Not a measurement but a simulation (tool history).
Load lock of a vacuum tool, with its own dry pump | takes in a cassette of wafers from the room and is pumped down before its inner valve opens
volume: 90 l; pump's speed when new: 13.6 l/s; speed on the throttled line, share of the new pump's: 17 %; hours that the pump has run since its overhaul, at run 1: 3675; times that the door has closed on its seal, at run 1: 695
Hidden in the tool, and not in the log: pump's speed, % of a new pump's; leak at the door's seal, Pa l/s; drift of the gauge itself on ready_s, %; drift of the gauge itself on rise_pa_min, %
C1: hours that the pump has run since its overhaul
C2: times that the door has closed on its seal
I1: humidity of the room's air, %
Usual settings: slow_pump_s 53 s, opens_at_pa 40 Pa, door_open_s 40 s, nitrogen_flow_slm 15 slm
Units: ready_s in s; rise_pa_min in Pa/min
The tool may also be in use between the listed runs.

run 1 hour=0 | slow_pump_s=53 opens_at_pa=40 door_open_s=40 nitrogen_flow_slm=15 | C1=3675 C2=695 | I1=46.7 | ready_s=98.6 rise_pa_min=0.037
run 2 hour=92.4 | slow_pump_s=53 opens_at_pa=40 door_open_s=43 nitrogen_flow_slm=15 | C1=3768 C2=1022 | I1=41.8 | ready_s=98.1 rise_pa_min=0.04
run 3 hour=151.3 | slow_pump_s=53 opens_at_pa=40 door_open_s=112 nitrogen_flow_slm=15 | C1=3826 C2=1231 | I1=44.4 | ready_s=98.6 rise_pa_min=0.076
run 4 hour=228.8 | slow_pump_s=53 opens_at_pa=40 door_open_s=112 nitrogen_flow_slm=15 | C1=3904 C2=1506 | I1=43.9 | ready_s=97.6 rise_pa_min=0.081
run 5 hour=304.2 | slow_pump_s=53 opens_at_pa=40 door_open_s=40 nitrogen_flow_slm=15 | C1=3979 C2=1774 | I1=45.1 | ready_s=99.1 rise_pa_min=0.044
run 6 hour=368.4 | slow_pump_s=53 opens_at_pa=40 door_open_s=40 nitrogen_flow_slm=15 | C1=4044 C2=2001 | I1=45 | ready_s=97.6 rise_pa_min=0.048
run 7 hour=476.4 | slow_pump_s=53 opens_at_pa=40 door_open_s=40 nitrogen_flow_slm=15 | C1=4152 C2=2384 | I1=41.8 | ready_s=99 rise_pa_min=0.05
run 8 hour=576.3 | slow_pump_s=53 opens_at_pa=40 door_open_s=40 nitrogen_flow_slm=15 | C1=4251 C2=2738 | I1=45.4 | ready_s=99.4 rise_pa_min=0.046
run 9 hour=657.5 | slow_pump_s=53 opens_at_pa=40 door_open_s=40 nitrogen_flow_slm=15 | C1=4333 C2=3027 | I1=45.3 | ready_s=98.2 rise_pa_min=0.052
run 10 hour=726.7 | slow_pump_s=53 opens_at_pa=40 door_open_s=40 nitrogen_flow_slm=15 | C1=4402 C2=3272 | I1=45.6 | ready_s=99.7 rise_pa_min=0.056
run 11 hour=789.3 | slow_pump_s=53 opens_at_pa=40 door_open_s=40 nitrogen_flow_slm=15 | C1=4464 C2=3494 | I1=43.5 | ready_s=98.9 rise_pa_min=0.054
run 12 hour=876.9 | slow_pump_s=53 opens_at_pa=40 door_open_s=40 nitrogen_flow_slm=15 | C1=4552 C2=3805 | I1=43.6 | ready_s=98.8 rise_pa_min=0.056
run 13 hour=929.3 | slow_pump_s=43 opens_at_pa=40 door_open_s=40 nitrogen_flow_slm=15 | C1=4605 C2=3991 | I1=45 | ready_s=90.1 rise_pa_min=0.063
run 14 hour=1030.3 | slow_pump_s=43 opens_at_pa=40 door_open_s=40 nitrogen_flow_slm=15 | C1=4706 C2=4349 | I1=46.9 | ready_s=90.5 rise_pa_min=0.064
run 15 hour=1088.5 | slow_pump_s=43 opens_at_pa=40 door_open_s=40 nitrogen_flow_slm=15 | C1=4764 C2=4555 | I1=45.2 | ready_s=90 rise_pa_min=0.062
run 16 hour=1162.1 | slow_pump_s=49 opens_at_pa=40 door_open_s=40 nitrogen_flow_slm=15 | C1=4837 C2=4817 | I1=46.4 | ready_s=95.6 rise_pa_min=0.068
run 17 hour=1265.6 | slow_pump_s=87 opens_at_pa=40 door_open_s=40 nitrogen_flow_slm=15 | C1=4941 C2=5183 | I1=45.1 | ready_s=126.1 rise_pa_min=0.074
run 18 hour=1347.6 | slow_pump_s=53 opens_at_pa=40 door_open_s=40 nitrogen_flow_slm=40 | C1=5023 C2=5474 | I1=45 | ready_s=98.1 rise_pa_min=0.068
run 19 hour=1460 | slow_pump_s=53 opens_at_pa=40 door_open_s=100 nitrogen_flow_slm=15 | C1=5135 C2=5873 | I1=45.5 | ready_s=99.7 rise_pa_min=0.119
run 20 hour=1550.5 | slow_pump_s=43 opens_at_pa=40 door_open_s=49 nitrogen_flow_slm=15 | C1=5226 C2=6194 | I1=48.4 | ready_s=91 rise_pa_min=0.093
run 21 hour=1602.7 | slow_pump_s=53 opens_at_pa=40 door_open_s=30 nitrogen_flow_slm=15 | C1=5278 C2=6379 | I1=41.6 | ready_s=98.9 rise_pa_min=0.079
run 22 hour=1704 | slow_pump_s=53 opens_at_pa=40 door_open_s=63 nitrogen_flow_slm=15 | C1=5379 C2=6738 | I1=44.9 | ready_s=99 rise_pa_min=0.107
run 23 hour=1774.7 | slow_pump_s=53 opens_at_pa=40 door_open_s=115 nitrogen_flow_slm=42 | C1=5450 C2=6989 | I1=46.7 | ready_s=100.3 rise_pa_min=0.109
run 24 hour=1883.6 | slow_pump_s=36 opens_at_pa=31 door_open_s=40 nitrogen_flow_slm=15 | C1=5559 C2=7376 | I1=43 | ready_s=86.9 rise_pa_min=0.098
run 25 hour=1977.4 | slow_pump_s=35 opens_at_pa=73 door_open_s=117 nitrogen_flow_slm=5 | C1=5653 C2=7708 | I1=44.3 | ready_s=80.8 rise_pa_min=0.164
run 26 hour=2061.1 | slow_pump_s=41 opens_at_pa=40 door_open_s=54 nitrogen_flow_slm=11 | C1=5736 C2=8005 | I1=41.7 | ready_s=88.6 rise_pa_min=0.11
run 27 hour=2163.8 | slow_pump_s=41 opens_at_pa=40 door_open_s=54 nitrogen_flow_slm=11 | C1=5839 C2=8369 | I1=44.6 | ready_s=89.3 rise_pa_min=0.121
run 28 hour=2266 | slow_pump_s=41 opens_at_pa=40 door_open_s=54 nitrogen_flow_slm=11 | C1=5941 C2=8732 | I1=45.3 | ready_s=90.2 rise_pa_min=0.128
run 29 hour=2373.9 | slow_pump_s=41 opens_at_pa=40 door_open_s=54 nitrogen_flow_slm=11 | C1=6049 C2=9114 | I1=46 | ready_s=89.1 rise_pa_min=0.138
run 30 hour=2482.5 | slow_pump_s=41 opens_at_pa=40 door_open_s=192 nitrogen_flow_slm=6 | C1=6158 C2=9499 | I1=46.1 | ready_s=90 rise_pa_min=0.234
run 31 hour=2579.6 | slow_pump_s=34 opens_at_pa=42 door_open_s=192 nitrogen_flow_slm=6 | C1=6255 C2=9844 | I1=41.3 | ready_s=83.6 rise_pa_min=0.23
run 32 hour=2654.9 | slow_pump_s=34 opens_at_pa=42 door_open_s=192 nitrogen_flow_slm=6 | C1=6330 C2=10111 | I1=42.8 | ready_s=84 rise_pa_min=0.229
run 33 hour=2757.4 | slow_pump_s=35 opens_at_pa=48 door_open_s=144 nitrogen_flow_slm=15 | C1=6433 C2=10474 | I1=42.7 | ready_s=83.8 rise_pa_min=0.199
run 34 hour=2835.3 | slow_pump_s=35 opens_at_pa=48 door_open_s=55 nitrogen_flow_slm=15 | C1=6511 C2=10751 | I1=43.8 | ready_s=84 rise_pa_min=0.163
run 35 hour=2950.8 | slow_pump_s=62 opens_at_pa=34 door_open_s=41 nitrogen_flow_slm=4 | C1=6626 C2=11161 | I1=46.7 | ready_s=107.5 rise_pa_min=0.165
run 36 hour=3001.4 | slow_pump_s=62 opens_at_pa=34 door_open_s=41 nitrogen_flow_slm=21 | C1=6677 C2=11340 | I1=45.8 | ready_s=109.9 rise_pa_min=0.157
run 37 hour=3062 | slow_pump_s=62 opens_at_pa=34 door_open_s=41 nitrogen_flow_slm=12 | C1=6737 C2=11555 | I1=45.4 | ready_s=109.6 rise_pa_min=0.165

Measured less the same run without the tool's hidden state. The same run-to-run variation is in both; the gauge's scatter may not be:
run=1 ready_s=+2 rise_pa_min=+0.002
run=2 ready_s=+2 rise_pa_min=+0.005
run=3 ready_s=+2.1 rise_pa_min=+0.006
run=4 ready_s=+2.1 rise_pa_min=+0.007
run=5 ready_s=+2.2 rise_pa_min=+0.009
run=6 ready_s=+2.1 rise_pa_min=+0.012
run=7 ready_s=+2.3 rise_pa_min=+0.014
run=8 ready_s=+2.3 rise_pa_min=+0.017
run=9 ready_s=+2.3 rise_pa_min=+0.018
run=10 ready_s=+2.4 rise_pa_min=+0.021
run=11 ready_s=+2.5 rise_pa_min=+0.023
run=12 ready_s=+2.6 rise_pa_min=+0.025
run=13 ready_s=+2.7 rise_pa_min=+0.027
run=14 ready_s=+2.7 rise_pa_min=+0.03
run=15 ready_s=+2.7 rise_pa_min=+0.032
run=16 ready_s=+2.7 rise_pa_min=+0.036
run=17 ready_s=+2.3 rise_pa_min=+0.038
run=18 ready_s=+2.8 rise_pa_min=+0.041
run=19 ready_s=+2.9 rise_pa_min=+0.047
run=20 ready_s=+3.1 rise_pa_min=+0.05
run=21 ready_s=+3 rise_pa_min=+0.052
run=22 ready_s=+3 rise_pa_min=+0.057
run=23 ready_s=+3 rise_pa_min=+0.058
run=24 ready_s=+3.4 rise_pa_min=+0.063
run=25 ready_s=+3.1 rise_pa_min=+0.069
run=26 ready_s=+3.3 rise_pa_min=+0.074
run=27 ready_s=+3.5 rise_pa_min=+0.078
run=28 ready_s=+3.5 rise_pa_min=+0.085
run=29 ready_s=+3.6 rise_pa_min=+0.088
run=30 ready_s=+3.8 rise_pa_min=+0.094
run=31 ready_s=+3.8 rise_pa_min=+0.1
run=32 ready_s=+3.8 rise_pa_min=+0.102
run=33 ready_s=+3.8 rise_pa_min=+0.111
run=34 ready_s=+3.9 rise_pa_min=+0.118
run=35 ready_s=+3.7 rise_pa_min=+0.122
run=36 ready_s=+3.8 rise_pa_min=+0.124
run=37 ready_s=+3.9 rise_pa_min=+0.131
